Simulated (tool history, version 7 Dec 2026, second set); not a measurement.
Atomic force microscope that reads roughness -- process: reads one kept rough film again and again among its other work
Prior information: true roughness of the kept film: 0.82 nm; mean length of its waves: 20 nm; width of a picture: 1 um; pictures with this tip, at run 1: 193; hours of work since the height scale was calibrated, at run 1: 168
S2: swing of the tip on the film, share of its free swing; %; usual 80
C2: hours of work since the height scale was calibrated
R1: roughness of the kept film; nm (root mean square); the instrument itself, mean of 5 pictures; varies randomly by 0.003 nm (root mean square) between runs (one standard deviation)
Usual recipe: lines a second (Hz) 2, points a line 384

{"run": 1, "hour": 0.0, "lines a second (Hz)": 2, "S2": 80, "points a line": 384, "pictures with this tip": 193, "C2": 168, "R1": 0.604}
{"run": 2, "hour": 8.5, "lines a second (Hz)": 2, "S2": 80, "points a line": 384, "pictures with this tip": 201, "C2": 173, "R1": 0.606}
{"run": 3, "hour": 13.3, "lines a second (Hz)": 2, "S2": 80, "points a line": 384, "pictures with this tip": 205, "C2": 175, "R1": 0.606}
{"run": 4, "hour": 19.8, "lines a second (Hz)": 2, "S2": 80, "points a line": 384, "pictures with this tip": 210, "C2": 179, "R1": 0.609}
{"run": 5, "hour": 25.7, "lines a second (Hz)": 2, "S2": 80, "points a line": 384, "pictures with this tip": 215, "C2": 182, "R1": 0.609}
{"run": 6, "hour": 31.1, "lines a second (Hz)": 2, "S2": 80, "points a line": 384, "pictures with this tip": 220, "C2": 185, "R1": 0.602}
{"run": 7, "hour": 39.2, "lines a second (Hz)": 2, "S2": 80, "points a line": 384, "pictures with this tip": 227, "C2": 189, "R1": 0.609}
{"run": 8, "hour": 43.7, "lines a second (Hz)": 2, "S2": 57, "points a line": 384, "pictures with this tip": 230, "C2": 191, "R1": 0.687}
{"run": 9, "hour": 52.3, "lines a second (Hz)": 2, "S2": 57, "points a line": 384, "pictures with this tip": 238, "C2": 196, "R1": 0.692}
{"run": 10, "hour": 61.3, "lines a second (Hz)": 2, "S2": 80, "points a line": 384, "pictures with this tip": 245, "C2": 201, "R1": 0.603}
{"run": 11, "hour": 67.0, "lines a second (Hz)": 0.69, "S2": 80, "points a line": 384, "pictures with this tip": 250, "C2": 204, "R1": 0.675}
{"run": 12, "hour": 76.5, "lines a second (Hz)": 2, "S2": 80, "points a line": 384, "pictures with this tip": 258, "C2": 209, "R1": 0.598}
{"run": 13, "hour": 81.5, "lines a second (Hz)": 2, "S2": 57, "points a line": 384, "pictures with this tip": 263, "C2": 212, "R1": 0.681}
{"run": 14, "hour": 89.9, "lines a second (Hz)": 2, "S2": 80, "points a line": 384, "pictures with this tip": 270, "C2": 216, "R1": 0.593}
{"run": 15, "hour": 98.5, "lines a second (Hz)": 2, "S2": 80, "points a line": 384, "pictures with this tip": 277, "C2": 221, "R1": 0.598}
{"run": 16, "hour": 108.1, "lines a second (Hz)": 2, "S2": 80, "points a line": 848, "pictures with this tip": 285, "C2": 226, "R1": 0.603}
{"run": 17, "hour": 113.4, "lines a second (Hz)": 0.56, "S2": 80, "points a line": 384, "pictures with this tip": 290, "C2": 229, "R1": 0.678}
{"hour": 115.0, "done": "height scale calibrated on a step standard"}
{"run": 18, "hour": 120.5, "lines a second (Hz)": 1.43, "S2": 80, "points a line": 384, "pictures with this tip": 295, "C2": 3, "R1": 0.624}
{"run": 19, "hour": 128.7, "lines a second (Hz)": 1.43, "S2": 80, "points a line": 384, "pictures with this tip": 302, "C2": 7, "R1": 0.624}
{"run": 20, "hour": 133.9, "lines a second (Hz)": 2, "S2": 65, "points a line": 384, "pictures with this tip": 306, "C2": 10, "R1": 0.65}
{"run": 21, "hour": 142.8, "lines a second (Hz)": 2, "S2": 65, "points a line": 384, "pictures with this tip": 314, "C2": 15, "R1": 0.653}
{"run": 22, "hour": 148.9, "lines a second (Hz)": 2, "S2": 65, "points a line": 384, "pictures with this tip": 319, "C2": 18, "R1": 0.647}
{"run": 23, "hour": 158.8, "lines a second (Hz)": 2, "S2": 89, "points a line": 384, "pictures with this tip": 327, "C2": 24, "R1": 0.541}
{"hour": 161.0, "done": "height scale calibrated on a step standard, once more"}
{"run": 24, "hour": 170.1, "lines a second (Hz)": 2, "S2": 89, "points a line": 384, "pictures with this tip": 336, "C2": 5, "R1": 0.538}
{"run": 25, "hour": 175.9, "lines a second (Hz)": 2, "S2": 89, "points a line": 384, "pictures with this tip": 341, "C2": 8, "R1": 0.54}
{"run": 26, "hour": 180.6, "lines a second (Hz)": 2, "S2": 89, "points a line": 384, "pictures with this tip": 345, "C2": 11, "R1": 0.531}
{"run": 27, "hour": 189.5, "lines a second (Hz)": 2, "S2": 89, "points a line": 384, "pictures with this tip": 353, "C2": 15, "R1": 0.539}
{"run": 28, "hour": 198.7, "lines a second (Hz)": 1.24, "S2": 57, "points a line": 333, "pictures with this tip": 360, "C2": 20, "R1": 0.672}
{"run": 29, "hour": 205.5, "lines a second (Hz)": 1.24, "S2": 57, "points a line": 333, "pictures with this tip": 366, "C2": 24, "R1": 0.67}
{"run": 30, "hour": 215.6, "lines a second (Hz)": 1.24, "S2": 57, "points a line": 333, "pictures with this tip": 375, "C2": 29, "R1": 0.677}
{"run": 31, "hour": 222.9, "lines a second (Hz)": 1.03, "S2": 74, "points a line": 554, "pictures with this tip": 381, "C2": 33, "R1": 0.659}
{"run": 32, "hour": 230.6, "lines a second (Hz)": 1.03, "S2": 74, "points a line": 834, "pictures with this tip": 387, "C2": 37, "R1": 0.653}
{"hour": 233.5, "done": "new tip fitted"}
{"run": 33, "hour": 236.8, "lines a second (Hz)": 2.93, "S2": 74, "points a line": 276, "pictures with this tip": 2, "C2": 40, "R1": 0.628}
{"run": 34, "hour": 246.8, "lines a second (Hz)": 0.77, "S2": 75, "points a line": 652, "pictures with this tip": 11, "C2": 46, "R1": 0.735}
{"run": 35, "hour": 257.0, "lines a second (Hz)": 0.77, "S2": 75, "points a line": 652, "pictures with this tip": 19, "C2": 51, "R1": 0.733}
{"run": 36, "hour": 264.0, "lines a second (Hz)": 0.77, "S2": 75, "points a line": 428, "pictures with this tip": 25, "C2": 55, "R1": 0.726}
{"run": 37, "hour": 274.0, "lines a second (Hz)": 0.77, "S2": 85, "points a line": 600, "pictures with this tip": 34, "C2": 60, "R1": 0.705}
{"run": 38, "hour": 283.6, "lines a second (Hz)": 2, "S2": 76, "points a line": 852, "pictures with this tip": 42, "C2": 66, "R1": 0.674}
{"run": 39, "hour": 290.3, "lines a second (Hz)": 2, "S2": 76, "points a line": 852, "pictures with this tip": 48, "C2": 69, "R1": 0.664}
{"run": 40, "hour": 300.5, "lines a second (Hz)": 2, "S2": 84, "points a line": 852, "pictures with this tip": 56, "C2": 75, "R1": 0.627}
{"run": 41, "hour": 306.2, "lines a second (Hz)": 2, "S2": 84, "points a line": 852, "pictures with this tip": 61, "C2": 78, "R1": 0.619}
{"run": 42, "hour": 311.7, "lines a second (Hz)": 2, "S2": 58, "points a line": 535, "pictures with this tip": 66, "C2": 81, "R1": 0.726}
{"run": 43, "hour": 320.6, "lines a second (Hz)": 1.72, "S2": 68, "points a line": 522, "pictures with this tip": 73, "C2": 85, "R1": 0.7}
{"run": 44, "hour": 329.0, "lines a second (Hz)": 1.72, "S2": 68, "points a line": 522, "pictures with this tip": 81, "C2": 90, "R1": 0.702}
{"run": 45, "hour": 336.1, "lines a second (Hz)": 1.59, "S2": 65, "points a line": 384, "pictures with this tip": 87, "C2": 94, "R1": 0.707}
{"run": 46, "hour": 344.7, "lines a second (Hz)": 2.48, "S2": 59, "points a line": 299, "pictures with this tip": 94, "C2": 98, "R1": 0.691}
{"run": 47, "hour": 354.5, "lines a second (Hz)": 2.48, "S2": 59, "points a line": 299, "pictures with this tip": 102, "C2": 104, "R1": 0.692}
{"run": 48, "hour": 363.7, "lines a second (Hz)": 0.87, "S2": 60, "points a line": 632, "pictures with this tip": 110, "C2": 109, "R1": 0.744}
{"run": 49, "hour": 370.2, "lines a second (Hz)": 0.87, "S2": 60, "points a line": 632, "pictures with this tip": 116, "C2": 112, "R1": 0.735}
{"run": 50, "hour": 376.6, "lines a second (Hz)": 0.87, "S2": 60, "points a line": 632, "pictures with this tip": 121, "C2": 116, "R1": 0.738}
{"run": 51, "hour": 381.4, "lines a second (Hz)": 2, "S2": 86, "points a line": 404, "pictures with this tip": 125, "C2": 118, "R1": 0.59}
{"run": 52, "hour": 389.0, "lines a second (Hz)": 2, "S2": 86, "points a line": 404, "pictures with this tip": 131, "C2": 122, "R1": 0.584}
{"run": 53, "hour": 398.7, "lines a second (Hz)": 2, "S2": 69, "points a line": 384, "pictures with this tip": 140, "C2": 127, "R1": 0.667}

3 options for the next run, each taken on its own from the tool as it stands now. Forecast them:
{"run": "A", "hour": 408.2, "lines a second (Hz)": 0.59, "S2": 84, "points a line": 817, "pictures with this tip": 148, "C2": 132, "R1": "?"}
{"run": "B", "hour": 408.2, "lines a second (Hz)": 2.12, "S2": 62, "points a line": 384, "pictures with this tip": 148, "C2": 132, "R1": "?"}
{"run": "C", "hour": 408.2, "lines a second (Hz)": 1.52, "S2": 86, "points a line": 373, "pictures with this tip": 148, "C2": 132, "R1": "?"}

run=A R1=0.706
run=B R1=0.692
run=C R1=0.616
Take away the tool's hidden state, keep each run's random variation, and the runs would have read:
run=A R1=0.735
run=B R1=0.721
run=C R1=0.642
